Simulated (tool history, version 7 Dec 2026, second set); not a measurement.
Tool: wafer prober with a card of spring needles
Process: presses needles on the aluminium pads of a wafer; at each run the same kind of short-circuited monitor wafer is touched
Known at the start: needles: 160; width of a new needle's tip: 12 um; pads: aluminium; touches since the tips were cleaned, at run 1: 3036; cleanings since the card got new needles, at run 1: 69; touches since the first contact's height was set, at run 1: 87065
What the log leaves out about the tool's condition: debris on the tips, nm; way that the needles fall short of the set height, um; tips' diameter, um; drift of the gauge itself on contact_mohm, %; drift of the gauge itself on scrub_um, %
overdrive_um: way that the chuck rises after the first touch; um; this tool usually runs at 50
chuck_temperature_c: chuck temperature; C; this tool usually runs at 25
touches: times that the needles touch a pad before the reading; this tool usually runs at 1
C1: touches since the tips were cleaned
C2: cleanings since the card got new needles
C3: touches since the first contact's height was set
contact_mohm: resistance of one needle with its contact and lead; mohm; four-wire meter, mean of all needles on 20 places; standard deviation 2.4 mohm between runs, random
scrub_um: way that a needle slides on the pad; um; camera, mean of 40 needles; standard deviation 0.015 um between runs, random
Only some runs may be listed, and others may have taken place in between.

run 1 day=0 | overdrive_um=50 chuck_temperature_c=25 touches=1 | C1=3036 C2=69 C3=87065 | contact_mohm=272 scrub_um=9.54
-- day=0.408 tips cleaned on abrasive film
-- day=1.083 tips cleaned on abrasive film
-- day=1.367 height of the first contact set anew
-- day=1.775 tips cleaned on abrasive film
-- day=2.454 tips cleaned on abrasive film
-- day=2.996 tips cleaned on abrasive film
run 2 day=3.438 | overdrive_um=50 chuck_temperature_c=43 touches=1 | C1=6588 C2=74 C3=30595 | contact_mohm=271 scrub_um=9.57
-- day=3.579 tips cleaned on abrasive film
-- day=4.121 tips cleaned on abrasive film
-- day=4.662 tips cleaned on abrasive film
-- day=5.342 tips cleaned on abrasive film
-- day=5.883 tips cleaned on abrasive film
run 3 day=6.017 | overdrive_um=50 chuck_temperature_c=43 touches=1 | C1=1978 C2=79 C3=68588 | contact_mohm=273 scrub_um=9.53
-- day=6.558 tips cleaned on abrasive film
-- day=7.1 tips cleaned on abrasive film
-- day=7.642 tips cleaned on abrasive film
run 4 day=7.688 | overdrive_um=50 chuck_temperature_c=43 touches=1 | C1=651 C2=82 C3=93248 | contact_mohm=275 scrub_um=9.56
-- day=8.229 tips cleaned on abrasive film
-- day=8.646 height of the first contact set anew
-- day=8.783 tips cleaned on abrasive film
-- day=9.462 tips cleaned on abrasive film
-- day=10.142 tips cleaned on abrasive film
-- day=10.817 tips cleaned on abrasive film
run 5 day=11.117 | overdrive_um=50 chuck_temperature_c=25 touches=1 | C1=4434 C2=87 C3=36445 | contact_mohm=272 scrub_um=9.54
-- day=11.388 tips cleaned on abrasive film
-- day=12.067 tips cleaned on abrasive film
-- day=12.742 tips cleaned on abrasive film
-- day=13.288 tips cleaned on abrasive film
-- day=13.962 tips cleaned on abrasive film
run 6 day=14.025 | overdrive_um=63 chuck_temperature_c=25 touches=1 | C1=899 C2=92 C3=79356 | contact_mohm=269 scrub_um=12.01
-- day=14.567 tips cleaned on abrasive film
-- day=15.242 tips cleaned on abrasive film
-- day=15.796 height of the first contact set anew
-- day=15.933 tips cleaned on abrasive film
-- day=16.475 tips cleaned on abrasive film
run 7 day=16.788 | overdrive_um=63 chuck_temperature_c=25 touches=1 | C1=4604 C2=96 C3=14608 | contact_mohm=264 scrub_um=12.01
-- day=17.058 tips cleaned on abrasive film
-- day=17.738 tips cleaned on abrasive film
-- day=18.412 tips cleaned on abrasive film
run 8 day=18.888 | overdrive_um=37 chuck_temperature_c=68 touches=3 | C1=7024 C2=99 C3=45641 | contact_mohm=282 scrub_um=7.04
-- day=19.025 tips cleaned on abrasive film
-- day=19.567 tips cleaned on abrasive film
-- day=20.108 tips cleaned on abrasive film
-- day=20.654 tips cleaned on abrasive film
-- day=21.196 tips cleaned on abrasive film
-- day=21.875 tips cleaned on abrasive film
run 9 day=22.062 | overdrive_um=64 chuck_temperature_c=38 touches=1 | C1=2817 C2=105 C3=92472 | contact_mohm=269 scrub_um=12.19
-- day=22.471 tips cleaned on abrasive film
-- day=23.012 tips cleaned on abrasive film
-- day=23.025 height of the first contact set anew
-- day=23.567 tips cleaned on abrasive film
-- day=24.246 tips cleaned on abrasive film
run 10 day=24.508 | overdrive_um=47 chuck_temperature_c=34 touches=3 | C1=3907 C2=109 C3=21913 | contact_mohm=273 scrub_um=8.95
-- day=24.917 tips cleaned on abrasive film
-- day=25.592 tips cleaned on abrasive film
-- day=26.271 tips cleaned on abrasive film
-- day=26.812 tips cleaned on abrasive film
run 11 day=27.288 | overdrive_um=38 chuck_temperature_c=25 touches=1 | C1=7060 C2=113 C3=62984 | contact_mohm=275 scrub_um=7.23
-- day=27.429 tips cleaned on abrasive film
-- day=27.971 tips cleaned on abrasive film
-- day=28.512 tips cleaned on abrasive film
-- day=29.192 tips cleaned on abrasive film
-- day=29.867 tips cleaned on abrasive film
run 12 day=30.004 | overdrive_um=38 chuck_temperature_c=54 touches=2 | C1=2007 C2=118 C3=103005 | contact_mohm=284 scrub_um=7.23
-- day=30.275 height of the first contact set anew
-- day=30.546 tips cleaned on abrasive film
-- day=31.092 tips cleaned on abrasive film
-- day=31.767 tips cleaned on abrasive film
-- day=32.308 tips cleaned on abrasive film
run 13 day=32.392 | overdrive_um=43 chuck_temperature_c=54 touches=1 | C1=1231 C2=122 C3=31241 | contact_mohm=281 scrub_um=8.17
-- day=32.938 tips cleaned on abrasive film
-- day=33.479 tips cleaned on abrasive film
-- day=34.021 tips cleaned on abrasive film
-- day=34.562 tips cleaned on abrasive film
-- day=35.108 tips cleaned on abrasive film
run 14 day=35.221 | overdrive_um=34 chuck_temperature_c=71 touches=2 | C1=1709 C2=127 C3=72964 | contact_mohm=291 scrub_um=6.47

Forecast each of these 3 alternatives for the next run:
-- day=35.762 tips cleaned on abrasive film
-- day=36.308 tips cleaned on abrasive film
-- day=36.85 tips cleaned on abrasive film
-- day=37.525 tips cleaned on abrasive film
-- day=37.538 height of the first contact set anew
-- day=38.083 tips cleaned on abrasive film
run A day=38.546 | overdrive_um=50 chuck_temperature_c=60 touches=3 | C1=6913 C2=132 C3=14916 | contact_mohm=? scrub_um=?
-- day=35.762 tips cleaned on abrasive film
-- day=36.308 tips cleaned on abrasive film
-- day=36.85 tips cleaned on abrasive film
-- day=37.525 tips cleaned on abrasive film
-- day=37.538 height of the first contact set anew
-- day=38.083 tips cleaned on abrasive film
run B day=38.546 | overdrive_um=67 chuck_temperature_c=42 touches=2 | C1=6913 C2=132 C3=14916 | contact_mohm=? scrub_um=?
-- day=35.762 tips cleaned on abrasive film
-- day=36.308 tips cleaned on abrasive film
-- day=36.85 tips cleaned on abrasive film
-- day=37.525 tips cleaned on abrasive film
-- day=37.538 height of the first contact set anew
-- day=38.083 tips cleaned on abrasive film
run C day=38.546 | overdrive_um=39 chuck_temperature_c=79 touches=2 | C1=6913 C2=132 C3=14916 | contact_mohm=? scrub_um=?

run=A contact_mohm=283 scrub_um=9.46
run=B contact_mohm=274 scrub_um=12.72
run=C contact_mohm=293 scrub_um=7.39
Without the tool's unlogged condition, the same runs would have read:
run=A contact_mohm=283 scrub_um=9.55
run=B contact_mohm=274 scrub_um=12.83
run=C contact_mohm=292 scrub_um=7.45

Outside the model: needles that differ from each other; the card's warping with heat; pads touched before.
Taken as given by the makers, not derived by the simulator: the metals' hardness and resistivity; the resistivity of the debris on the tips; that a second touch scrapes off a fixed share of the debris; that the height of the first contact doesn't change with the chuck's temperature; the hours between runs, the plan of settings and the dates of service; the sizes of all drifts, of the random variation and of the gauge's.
